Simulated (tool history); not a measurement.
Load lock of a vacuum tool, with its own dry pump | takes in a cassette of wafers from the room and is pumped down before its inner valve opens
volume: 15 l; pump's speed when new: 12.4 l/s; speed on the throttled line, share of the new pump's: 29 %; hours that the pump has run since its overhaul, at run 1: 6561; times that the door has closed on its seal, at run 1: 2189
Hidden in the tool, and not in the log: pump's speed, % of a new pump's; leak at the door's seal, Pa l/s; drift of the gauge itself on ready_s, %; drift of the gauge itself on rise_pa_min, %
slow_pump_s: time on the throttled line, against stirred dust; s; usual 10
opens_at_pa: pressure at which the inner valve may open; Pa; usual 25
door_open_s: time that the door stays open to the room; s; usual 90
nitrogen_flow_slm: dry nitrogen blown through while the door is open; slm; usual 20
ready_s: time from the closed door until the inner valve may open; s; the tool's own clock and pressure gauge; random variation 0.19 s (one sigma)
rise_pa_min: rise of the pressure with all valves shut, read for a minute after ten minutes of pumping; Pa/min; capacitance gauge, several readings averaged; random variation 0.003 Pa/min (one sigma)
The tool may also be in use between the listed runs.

| run | hour | slow_pump_s | opens_at_pa | door_open_s | nitrogen_flow_slm | hours that the pump has run since its overhaul | times that the door has closed on its seal | incoming humidity of the room's air, % | ready_s | rise_pa_min |
|---|---|---|---|---|---|---|---|---|---|---|
| 1 | 0.0 | 10 | 25 | 90 | 20 | 6561 | 2189 | 47.1 | 18.4 | 0.062 |
| 2 | 384.8 | 10 | 25 | 90 | 20 | 6946 | 3513 | 48.1 | 18.7 | 0.070 |
| 3 | 785.6 | 10 | 25 | 90 | 4 | 7346 | 4892 | 45.2 | 18.8 | 0.111 |
| 4 | 1056.4 | 10 | 25 | 90 | 4 | 7617 | 5824 | 43.0 | 18.7 | 0.121 |
| 5 | 1521.7 | 10 | 25 | 90 | 4 | 8082 | 7426 | 44.9 | 18.9 | 0.141 |
| 6 | 1794.3 | 10 | 25 | 90 | 20 | 8355 | 8365 | 43.2 | 18.9 | 0.119 |
| 7 | 2256.1 | 10 | 25 | 90 | 20 | 8817 | 9954 | 46.4 | 19.0 | 0.134 |
| 8 | 2505.1 | 10 | 25 | 64 | 20 | 9066 | 10811 | 46.7 | 19.0 | 0.155 |
| 9 | 2944.4 | 10 | 25 | 64 | 7 | 9505 | 12323 | 45.5 | 19.2 | 0.194 |
| 10 | 3316.4 | 10 | 25 | 64 | 7 | 9877 | 13603 | 48.8 | 19.2 | 0.214 |
| 11 | 3624.1 | 10 | 25 | 64 | 8 | 10185 | 14663 | 47.1 | 19.2 | 0.232 |
| 12 | 4026.3 | 10 | 25 | 64 | 8 | 10587 | 16047 | 45.0 | 19.0 | 0.250 |
| 13 | 4457.5 | 10 | 25 | 64 | 8 | 11018 | 17531 | 42.2 | 19.0 | 0.274 |
| 14 | 4760.1 | 10 | 25 | 64 | 8 | 11321 | 18573 | 44.0 | 19.5 | 0.299 |
| 15 | 5168.9 | 10 | 25 | 64 | 8 | 11730 | 19979 | 45.4 | 19.7 | 0.324 |
| 16 | 5611.7 | 10 | 25 | 64 | 8 | 12172 | 21504 | 44.4 | 19.6 | 0.363 |
|  | 5833.4 | dry pump taken out, an overhauled one fitted |
| 17 | 6135.9 | 19 | 29 | 112 | 6 | 303 | 23287 | 45.1 | 23.7 | 0.428 |
| 18 | 6389.3 | 13 | 29 | 57 | 21 | 556 | 24159 | 49.1 | 19.3 | 0.406 |
| 19 | 6828.9 | 15 | 25 | 57 | 21 | 995 | 25672 | 44.6 | 21.2 | 0.448 |
| 20 | 7209.6 | 10 | 21 | 37 | 25 | 1376 | 26983 | 45.5 | 17.8 | 0.478 |
| 21 | 7606.3 | 12 | 21 | 37 | 43 | 1773 | 28348 | 45.3 | 18.9 | 0.511 |
| 22 | 7867.7 | 12 | 21 | 37 | 43 | 2034 | 29248 | 42.3 | 19.3 | 0.529 |
| 23 | 8373.6 | 12 | 21 | 37 | 43 | 2540 | 30989 | 49.3 | 19.5 | 0.572 |
|  | 8645.9 | door's seal changed, seat wiped |
| 24 | 8662.1 | 12 | 28 | 48 | 43 | 2827 | 56 | 47.0 | 19.0 | 0.018 |
| 25 | 9084.5 | 6 | 33 | 90 | 20 | 3250 | 1510 | 43.6 | 14.5 | 0.037 |
| 26 | 9478.0 | 6 | 33 | 90 | 20 | 3643 | 2865 | 45.5 | 14.9 | 0.045 |
| 27 | 9965.3 | 16 | 36 | 90 | 20 | 4130 | 4542 | 44.6 | 21.7 | 0.065 |
| 28 | 10368.2 | 16 | 36 | 90 | 20 | 4533 | 5929 | 40.8 | 22.0 | 0.074 |
| 29 | 10707.5 | 6 | 32 | 90 | 31 | 4873 | 7096 | 46.6 | 15.0 | 0.078 |

3 ways to go on from here, each from the tool as it stands after run 29. What would each give?
| A | 11118.2 | 8 | 49 | 90 | 34 | 5283 | 8510 | 48.5 | ? | ? |
| B | 11118.2 | 6 | 32 | 90 | 35 | 5283 | 8510 | 42.8 | ? | ? |
| C | 11118.2 | 8 | 40 | 215 | 20 | 5283 | 8510 | 44.9 | ? | ? |

| run | ready_s | rise_pa_min |
|---|---|---|
| A | 15.7 | 0.100 |
| B | 15.0 | 0.089 |
| C | 15.8 | 0.112 |
Without the tool's hidden state the same runs would have given:
| run | ready_s | rise_pa_min |
|---|---|---|
| A | 15.0 | 0.031 |
| B | 14.1 | 0.020 |
| C | 15.0 | 0.044 |
